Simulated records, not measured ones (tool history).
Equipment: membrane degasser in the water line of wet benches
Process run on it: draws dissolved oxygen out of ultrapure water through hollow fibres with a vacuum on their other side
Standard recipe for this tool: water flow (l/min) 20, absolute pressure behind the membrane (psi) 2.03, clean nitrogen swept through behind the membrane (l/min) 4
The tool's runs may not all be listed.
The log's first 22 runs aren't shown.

run	day	water flow (l/min)	absolute pressure behind the membrane (psi)	clean nitrogen swept through behind the membrane (l/min)	dissolved oxygen in the water behind the degasser (ppb)	pressure that the water loses in the fibres (psi)
23	43.175	20	1.97	4.66	185.9	5.02
24	44.829	16	2.03	2.43	200.3	4.006
25	46.825	16	1.81	4.37	113.5	4.018
26	47.971	16	1.81	2.14	197.1	4.023
27	50.125	20	1.61	3.23	198.4	5.046
28	52.079	20	1.61	3.23	196	5.039
29	54.583	31	3.63	3.52	749.3	7.802
30	56.171	31	3.63	3.52	751.8	7.783
31	57.588	20	2.03	4.08	208.8	5.071
# day 58.912: vacuum gauge calibrated
32	59.7	20	1.51	8.5	120.9	5.042

Here are 4 independent what-if runs from the current tool condition. What would each one return?
A	62.258	20	3.25	2.36	?	?
B	62.258	15	4.6	10.96	?	?
C	62.258	20	1.86	8.5	?	?
D	62.258	31	3.71	8.5	?	?

run	dissolved oxygen in the water behind the degasser (ppb)	pressure that the water loses in the fibres (psi)
A	444	5.047
B	118.4	3.785
C	134.4	5.04
D	530.8	7.793
Had the tool no hidden state, the same runs would have come out as:
run	dissolved oxygen in the water behind the degasser (ppb)	pressure that the water loses in the fibres (psi)
A	438	5.005
B	116.1	3.755
C	130.8	4.998
D	520.9	7.729
